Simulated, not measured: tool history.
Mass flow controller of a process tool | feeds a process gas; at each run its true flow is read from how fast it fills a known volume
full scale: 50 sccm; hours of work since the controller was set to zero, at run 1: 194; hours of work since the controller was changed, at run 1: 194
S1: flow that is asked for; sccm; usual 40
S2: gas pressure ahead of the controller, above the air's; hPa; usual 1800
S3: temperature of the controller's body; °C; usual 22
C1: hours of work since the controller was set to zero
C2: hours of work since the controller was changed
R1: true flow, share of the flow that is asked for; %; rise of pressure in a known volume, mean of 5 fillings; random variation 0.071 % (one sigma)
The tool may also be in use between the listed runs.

{"run": 1, "hour": 0.0, "S1": 40, "S2": 1800, "S3": 22, "C1": 194, "C2": 194, "R1": 100.37}
{"run": 2, "hour": 44.8, "S1": 40, "S2": 1800, "S3": 22, "C1": 208, "C2": 208, "R1": 100.47}
{"run": 3, "hour": 100.0, "S1": 40, "S2": 2150, "S3": 22, "C1": 226, "C2": 226, "R1": 100.32}
{"run": 4, "hour": 148.7, "S1": 40, "S2": 2150, "S3": 22, "C1": 242, "C2": 242, "R1": 100.21}
{"run": 5, "hour": 203.9, "S1": 40, "S2": 1800, "S3": 23, "C1": 260, "C2": 260, "R1": 100.52}
{"run": 6, "hour": 280.0, "S1": 29, "S2": 1800, "S3": 23, "C1": 285, "C2": 285, "R1": 100.24}
{"run": 7, "hour": 351.4, "S1": 29, "S2": 1850, "S3": 23, "C1": 308, "C2": 308, "R1": 100.31}
{"run": 8, "hour": 421.4, "S1": 29, "S2": 1900, "S3": 28, "C1": 331, "C2": 331, "R1": 99.97}
{"run": 9, "hour": 456.4, "S1": 40, "S2": 1550, "S3": 22, "C1": 342, "C2": 342, "R1": 100.61}
{"run": 10, "hour": 528.1, "S1": 5, "S2": 2150, "S3": 31, "C1": 365, "C2": 365, "R1": 99.78}
{"run": 11, "hour": 572.9, "S1": 7, "S2": 1440, "S3": 22, "C1": 380, "C2": 380, "R1": 100.52}
{"run": 12, "hour": 638.3, "S1": 7, "S2": 1440, "S3": 22, "C1": 401, "C2": 401, "R1": 100.54}
{"run": 13, "hour": 688.6, "S1": 40, "S2": 2410, "S3": 34, "C1": 418, "C2": 418, "R1": 99.47}
{"run": 14, "hour": 755.8, "S1": 40, "S2": 2410, "S3": 34, "C1": 439, "C2": 439, "R1": 99.5}

Forecast each of these 5 alternatives for the next run:
{"run": "A", "hour": 813.2, "S1": 13, "S2": 2410, "S3": 34, "C1": 458, "C2": 458, "R1": "?"}
{"run": "B", "hour": 813.2, "S1": 5, "S2": 2800, "S3": 32, "C1": 458, "C2": 458, "R1": "?"}
{"run": "C", "hour": 813.2, "S1": 40, "S2": 2500, "S3": 30, "C1": 458, "C2": 458, "R1": "?"}
{"run": "D", "hour": 813.2, "S1": 34, "S2": 1550, "S3": 39, "C1": 458, "C2": 458, "R1": "?"}
{"run": "E", "hour": 813.2, "S1": 14, "S2": 1550, "S3": 22, "C1": 458, "C2": 458, "R1": "?"}

run=A R1=99.32
run=B R1=99.86
run=C R1=99.88
run=D R1=99.51
run=E R1=100.45
Without the tool's hidden state the same runs would have given:
run=A R1=98.48
run=B R1=98.33
run=C R1=99.33
run=D R1=98.94
run=E R1=99.64
